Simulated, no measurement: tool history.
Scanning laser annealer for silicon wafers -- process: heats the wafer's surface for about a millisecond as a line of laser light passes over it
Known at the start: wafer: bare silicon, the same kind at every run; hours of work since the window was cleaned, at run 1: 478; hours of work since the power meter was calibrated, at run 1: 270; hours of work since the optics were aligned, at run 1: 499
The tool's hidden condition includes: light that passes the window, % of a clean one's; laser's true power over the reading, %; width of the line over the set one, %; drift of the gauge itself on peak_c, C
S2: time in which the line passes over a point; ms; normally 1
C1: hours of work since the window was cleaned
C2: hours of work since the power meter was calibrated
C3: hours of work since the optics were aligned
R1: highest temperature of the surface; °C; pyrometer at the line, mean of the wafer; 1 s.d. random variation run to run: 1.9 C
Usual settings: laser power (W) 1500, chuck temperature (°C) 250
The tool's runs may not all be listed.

{"run": 1, "day": 0.0, "laser power (W)": 1500, "S2": 1, "chuck temperature (°C)": 250, "C1": 478, "C2": 270, "C3": 499, "R1": 1063}
{"day": 0.642, "done": "window over the wafer cleaned"}
{"run": 2, "day": 0.804, "laser power (W)": 1500, "S2": 1.16, "chuck temperature (°C)": 250, "C1": 2, "C2": 277, "C3": 507, "R1": 1163}
{"run": 3, "day": 2.192, "laser power (W)": 1643, "S2": 1, "chuck temperature (°C)": 250, "C1": 16, "C2": 291, "C3": 521, "R1": 1192}
{"run": 4, "day": 3.108, "laser power (W)": 1643, "S2": 1, "chuck temperature (°C)": 250, "C1": 25, "C2": 300, "C3": 530, "R1": 1185}
{"run": 5, "day": 4.462, "laser power (W)": 1424, "S2": 1, "chuck temperature (°C)": 250, "C1": 39, "C2": 314, "C3": 544, "R1": 1036}
{"run": 6, "day": 5.2, "laser power (W)": 1424, "S2": 1, "chuck temperature (°C)": 250, "C1": 46, "C2": 322, "C3": 551, "R1": 1038}
{"run": 7, "day": 6.362, "laser power (W)": 1424, "S2": 1, "chuck temperature (°C)": 250, "C1": 58, "C2": 333, "C3": 563, "R1": 1039}
{"run": 8, "day": 8.008, "laser power (W)": 1424, "S2": 1, "chuck temperature (°C)": 250, "C1": 75, "C2": 350, "C3": 580, "R1": 1037}
{"run": 9, "day": 9.075, "laser power (W)": 1333, "S2": 0.84, "chuck temperature (°C)": 221, "C1": 86, "C2": 361, "C3": 591, "R1": 887}
{"run": 10, "day": 10.233, "laser power (W)": 1311, "S2": 1.05, "chuck temperature (°C)": 253, "C1": 98, "C2": 373, "C3": 603, "R1": 986}
{"run": 11, "day": 11.292, "laser power (W)": 1534, "S2": 0.97, "chuck temperature (°C)": 254, "C1": 108, "C2": 384, "C3": 613, "R1": 1100}
{"run": 12, "day": 12.762, "laser power (W)": 1534, "S2": 0.97, "chuck temperature (°C)": 254, "C1": 123, "C2": 398, "C3": 628, "R1": 1095}
{"run": 13, "day": 14.021, "laser power (W)": 1413, "S2": 1.19, "chuck temperature (°C)": 289, "C1": 136, "C2": 411, "C3": 641, "R1": 1137}
{"run": 14, "day": 15.554, "laser power (W)": 1413, "S2": 1.19, "chuck temperature (°C)": 289, "C1": 152, "C2": 427, "C3": 657, "R1": 1143}
{"run": 15, "day": 16.538, "laser power (W)": 1482, "S2": 1.02, "chuck temperature (°C)": 261, "C1": 162, "C2": 437, "C3": 667, "R1": 1092}
{"run": 16, "day": 18.142, "laser power (W)": 1482, "S2": 1.02, "chuck temperature (°C)": 261, "C1": 178, "C2": 453, "C3": 683, "R1": 1092}

Below are 5 alternative next runs, each starting from the tool's condition after run 16. Predict each:
{"run": "A", "day": 19.025, "laser power (W)": 1595, "S2": 0.98, "chuck temperature (°C)": 213, "C1": 187, "C2": 462, "C3": 692, "R1": "?"}
{"run": "B", "day": 19.025, "laser power (W)": 1467, "S2": 1.12, "chuck temperature (°C)": 212, "C1": 187, "C2": 462, "C3": 692, "R1": "?"}
{"run": "C", "day": 19.025, "laser power (W)": 1347, "S2": 0.71, "chuck temperature (°C)": 250, "C1": 187, "C2": 462, "C3": 692, "R1": "?"}
{"run": "D", "day": 19.025, "laser power (W)": 1303, "S2": 1.04, "chuck temperature (°C)": 241, "C1": 187, "C2": 462, "C3": 692, "R1": "?"}
{"run": "E", "day": 19.025, "laser power (W)": 1482, "S2": 1.02, "chuck temperature (°C)": 268, "C1": 187, "C2": 462, "C3": 692, "R1": "?"}

run=A R1=1099
run=B R1=1068
run=C R1=859
run=D R1=959
run=E R1=1093
Without the tool's unlogged condition, the same runs would have read:
run=A R1=1113
run=B R1=1082
run=C R1=868
run=D R1=971
run=E R1=1106
